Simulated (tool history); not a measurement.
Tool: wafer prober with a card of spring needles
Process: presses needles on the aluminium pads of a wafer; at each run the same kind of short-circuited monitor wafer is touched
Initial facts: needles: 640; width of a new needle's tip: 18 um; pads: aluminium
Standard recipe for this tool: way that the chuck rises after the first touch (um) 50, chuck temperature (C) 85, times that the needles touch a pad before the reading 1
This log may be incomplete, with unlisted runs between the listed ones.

| run | hour | way that the chuck rises after the first touch (um) | chuck temperature (C) | times that the needles touch a pad before the reading | resistance of one needle with its contact and lead (mohm) | way that a needle slides on the pad (um) |
|---|---|---|---|---|---|---|
| 1 | 0.0 | 50 | 85 | 1 | 239 | 8.96 |
|  | 5.8 | tips cleaned on abrasive film |
|  | 15.4 | tips cleaned on abrasive film |
|  | 25.0 | tips cleaned on abrasive film |
|  | 34.5 | tips cleaned on abrasive film |
|  | 44.1 | tips cleaned on abrasive film |
|  | 51.8 | tips cleaned on abrasive film |
|  | 61.4 | tips cleaned on abrasive film |
|  | 71.0 | tips cleaned on abrasive film |
| 2 | 71.8 | 50 | 85 | 2 | 219 | 8.83 |
|  | 79.5 | tips cleaned on abrasive film |
|  | 89.0 | tips cleaned on abrasive film |
|  | 93.1 | height of the first contact set anew |
|  | 98.9 | tips cleaned on abrasive film |
|  | 106.6 | tips cleaned on abrasive film |
|  | 116.2 | tips cleaned on abrasive film |
|  | 125.8 | tips cleaned on abrasive film |
|  | 135.4 | tips cleaned on abrasive film |
|  | 144.9 | tips cleaned on abrasive film |
|  | 154.5 | tips cleaned on abrasive film |
|  | 163.3 | tips cleaned on abrasive film |
| 3 | 163.3 | 50 | 85 | 1 | 222 | 8.17 |
|  | 172.9 | tips cleaned on abrasive film |
|  | 180.6 | tips cleaned on abrasive film |
|  | 190.1 | tips cleaned on abrasive film |
|  | 199.7 | tips cleaned on abrasive film |
|  | 209.3 | tips cleaned on abrasive film |
|  | 217.0 | tips cleaned on abrasive film |
|  | 226.6 | tips cleaned on abrasive film |
| 4 | 226.7 | 50 | 85 | 1 | 228 | 8.06 |
|  | 234.4 | tips cleaned on abrasive film |
|  | 244.0 | tips cleaned on abrasive film |
|  | 253.6 | tips cleaned on abrasive film |
|  | 261.3 | tips cleaned on abrasive film |
|  | 270.8 | tips cleaned on abrasive film |
|  | 279.1 | tips cleaned on abrasive film |
| 5 | 279.1 | 50 | 85 | 1 | 221 | 7.96 |
|  | 286.8 | tips cleaned on abrasive film |
|  | 294.5 | tips cleaned on abrasive film |
|  | 302.1 | tips cleaned on abrasive film |
|  | 311.7 | tips cleaned on abrasive film |
|  | 321.3 | tips cleaned on abrasive film |
|  | 330.9 | tips cleaned on abrasive film |
| 6 | 338.1 | 50 | 85 | 1 | 275 | 7.87 |
|  | 340.1 | tips cleaned on abrasive film |
|  | 349.7 | tips cleaned on abrasive film |
|  | 359.3 | tips cleaned on abrasive film |
|  | 368.9 | tips cleaned on abrasive film |
|  | 378.5 | tips cleaned on abrasive film |
|  | 388.1 | tips cleaned on abrasive film |
|  | 397.6 | tips cleaned on abrasive film |
|  | 405.3 | tips cleaned on abrasive film |
|  | 414.9 | tips cleaned on abrasive film |
|  | 422.9 | tips cleaned on abrasive film |
| 7 | 422.9 | 50 | 85 | 1 | 228 | 7.67 |
|  | 432.5 | tips cleaned on abrasive film |
|  | 442.1 | tips cleaned on abrasive film |
|  | 451.7 | tips cleaned on abrasive film |
|  | 459.4 | tips cleaned on abrasive film |
|  | 469.0 | tips cleaned on abrasive film |
| 8 | 469.8 | 50 | 85 | 1 | 235 | 7.61 |
|  | 477.5 | tips cleaned on abrasive film |
|  | 487.1 | tips cleaned on abrasive film |
|  | 496.6 | tips cleaned on abrasive film |
|  | 502.6 | height of the first contact set anew, once more |
|  | 506.5 | tips cleaned on abrasive film |
|  | 516.1 | tips cleaned on abrasive film |
|  | 525.7 | tips cleaned on abrasive film |
|  | 535.3 | tips cleaned on abrasive film |
| 9 | 535.5 | 68 | 85 | 1 | 213 | 13.14 |
|  | 543.2 | tips cleaned on abrasive film |
|  | 552.8 | tips cleaned on abrasive film |
|  | 562.4 | tips cleaned on abrasive film |
|  | 571.9 | tips cleaned on abrasive film |
|  | 579.6 | tips cleaned on abrasive film |
|  | 589.2 | tips cleaned on abrasive film |
|  | 598.8 | tips cleaned on abrasive film |
|  | 608.4 | tips cleaned on abrasive film |
|  | 617.5 | tips cleaned on abrasive film |
| 10 | 617.5 | 68 | 117 | 1 | 214 | 12.91 |
|  | 627.1 | tips cleaned on abrasive film |
|  | 636.7 | tips cleaned on abrasive film |
|  | 646.3 | tips cleaned on abrasive film |
|  | 655.9 | tips cleaned on abrasive film |
|  | 665.4 | tips cleaned on abrasive film |
|  | 673.4 | tips cleaned on abrasive film |
| 11 | 673.4 | 33 | 85 | 1 | 245 | 6.11 |
|  | 681.1 | tips cleaned on abrasive film |
|  | 690.7 | tips cleaned on abrasive film |
|  | 700.3 | tips cleaned on abrasive film |
|  | 708.0 | tips cleaned on abrasive film |
|  | 717.5 | tips cleaned on abrasive film |
|  | 725.2 | tips cleaned on abrasive film |
|  | 734.8 | tips cleaned on abrasive film |
| 12 | 741.7 | 36 | 85 | 1 | 309 | 6.44 |
|  | 743.7 | tips cleaned on abrasive film |
|  | 753.3 | tips cleaned on abrasive film |
|  | 762.9 | tips cleaned on abrasive film |
|  | 772.5 | tips cleaned on abrasive film |
|  | 780.2 | tips cleaned on abrasive film |
| 13 | 784.8 | 56 | 85 | 1 | 240 | 10.39 |
|  | 788.7 | tips cleaned on abrasive film |
|  | 798.3 | tips cleaned on abrasive film |
|  | 806.0 | tips cleaned on abrasive film |
|  | 815.6 | tips cleaned on abrasive film |
|  | 825.1 | tips cleaned on abrasive film |
|  | 834.7 | tips cleaned on abrasive film |
|  | 844.3 | tips cleaned on abrasive film |
| 14 | 846.8 | 32 | 77 | 2 | 260 | 5.42 |
|  | 852.6 | tips cleaned on abrasive film |
|  | 862.2 | tips cleaned on abrasive film |
|  | 869.8 | tips cleaned on abrasive film |
|  | 879.4 | tips cleaned on abrasive film |
|  | 889.0 | tips cleaned on abrasive film |
| 15 | 893.4 | 34 | 49 | 2 | 272 | 5.97 |
|  | 897.3 | tips cleaned on abrasive film |
|  | 906.9 | tips cleaned on abrasive film |
|  | 916.4 | tips cleaned on abrasive film |
|  | 926.0 | tips cleaned on abrasive film |
|  | 935.6 | tips cleaned on abrasive film |
|  | 943.3 | tips cleaned on abrasive film |
|  | 951.0 | tips cleaned on abrasive film |
|  | 960.6 | tips cleaned on abrasive film |
|  | 970.1 | tips cleaned on abrasive film |
|  | 979.7 | tips cleaned on abrasive film |
|  | 989.3 | tips cleaned on abrasive film |
| 16 | 991.5 | 34 | 49 | 2 | 253 | 5.63 |
|  | 997.3 | tips cleaned on abrasive film |
|  | 1001.4 | height of the first contact set anew |
|  | 1005.3 | tips cleaned on abrasive film |
|  | 1014.9 | tips cleaned on abrasive film |
|  | 1024.4 | tips cleaned on abrasive film |
|  | 1034.0 | tips cleaned on abrasive film |
|  | 1043.6 | tips cleaned on abrasive film |
|  | 1051.3 | tips cleaned on abrasive film |
|  | 1060.9 | tips cleaned on abrasive film |
|  | 1070.5 | tips cleaned on abrasive film |
|  | 1080.0 | tips cleaned on abrasive film |
|  | 1087.7 | tips cleaned on abrasive film |
| 17 | 1090.1 | 50 | 49 | 2 | 225 | 9.48 |
|  | 1095.9 | tips cleaned on abrasive film |
|  | 1105.4 | tips cleaned on abrasive film |
|  | 1115.0 | tips cleaned on abrasive film |
|  | 1122.7 | tips cleaned on abrasive film |
|  | 1132.3 | tips cleaned on abrasive film |
|  | 1141.9 | tips cleaned on abrasive film |
|  | 1151.5 | tips cleaned on abrasive film |
|  | 1161.0 | tips cleaned on abrasive film |
|  | 1170.6 | tips cleaned on abrasive film |
| 18 | 1175.2 | 50 | 49 | 2 | 235 | 9.36 |
|  | 1179.1 | tips cleaned on abrasive film |
|  | 1186.7 | tips cleaned on abrasive film |
|  | 1196.3 | tips cleaned on abrasive film |
|  | 1205.9 | tips cleaned on abrasive film |
|  | 1215.5 | tips cleaned on abrasive film |
| 19 | 1218.9 | 50 | 49 | 2 | 226 | 9.40 |
|  | 1224.6 | tips cleaned on abrasive film |
|  | 1234.2 | tips cleaned on abrasive film |
|  | 1243.8 | tips cleaned on abrasive film |
|  | 1251.5 | tips cleaned on abrasive film |
|  | 1261.1 | tips cleaned on abrasive film |
|  | 1270.7 | tips cleaned on abrasive film |
|  | 1278.3 | tips cleaned on abrasive film |
|  | 1287.9 | tips cleaned on abrasive film |
|  | 1297.5 | tips cleaned on abrasive film |
|  | 1305.2 | tips cleaned on abrasive film |
|  | 1314.8 | tips cleaned on abrasive film |
| 20 | 1320.8 | 49 | 88 | 3 | 235 | 8.92 |
|  | 1322.8 | tips cleaned on abrasive film |
|  | 1332.4 | tips cleaned on abrasive film |
|  | 1341.9 | tips cleaned on abrasive film |
|  | 1349.6 | tips cleaned on abrasive film |
|  | 1359.2 | tips cleaned on abrasive film |
|  | 1368.8 | tips cleaned on abrasive film |
|  | 1378.4 | tips cleaned on abrasive film |
|  | 1388.0 | tips cleaned on abrasive film |
|  | 1397.5 | tips cleaned on abrasive film |
|  | 1405.2 | tips cleaned on abrasive film |
| 21 | 1408.3 | 47 | 34 | 3 | 223 | 8.46 |

Predict each of these 3 candidate next runs independently; none follows another, all start after run 21:
|  | 1414.1 | tips cleaned on abrasive film |
|  | 1423.7 | tips cleaned on abrasive film |
|  | 1433.2 | tips cleaned on abrasive film |
|  | 1440.9 | tips cleaned on abrasive film |
|  | 1450.5 | tips cleaned on abrasive film |
| A | 1454.8 | 47 | 71 | 2 | ? | ? |
|  | 1414.1 | tips cleaned on abrasive film |
|  | 1423.7 | tips cleaned on abrasive film |
|  | 1433.2 | tips cleaned on abrasive film |
|  | 1440.9 | tips cleaned on abrasive film |
|  | 1450.5 | tips cleaned on abrasive film |
| B | 1454.8 | 37 | 28 | 3 | ? | ? |
|  | 1414.1 | tips cleaned on abrasive film |
|  | 1423.7 | tips cleaned on abrasive film |
|  | 1433.2 | tips cleaned on abrasive film |
|  | 1440.9 | tips cleaned on abrasive film |
|  | 1450.5 | tips cleaned on abrasive film |
| C | 1454.8 | 43 | 71 | 2 | ? | ? |

| run | resistance of one needle with its contact and lead (mohm) | way that a needle slides on the pad (um) |
|---|---|---|
| A | 249 | 8.21 |
| B | 245 | 6.25 |
| C | 259 | 7.53 |
Stripped of hidden state, with their random variation kept, the same runs would have yielded:
| run | resistance of one needle with its contact and lead (mohm) | way that a needle slides on the pad (um) |
|---|---|---|
| A | 212 | 9.02 |
| B | 205 | 7.04 |
| C | 215 | 8.33 |

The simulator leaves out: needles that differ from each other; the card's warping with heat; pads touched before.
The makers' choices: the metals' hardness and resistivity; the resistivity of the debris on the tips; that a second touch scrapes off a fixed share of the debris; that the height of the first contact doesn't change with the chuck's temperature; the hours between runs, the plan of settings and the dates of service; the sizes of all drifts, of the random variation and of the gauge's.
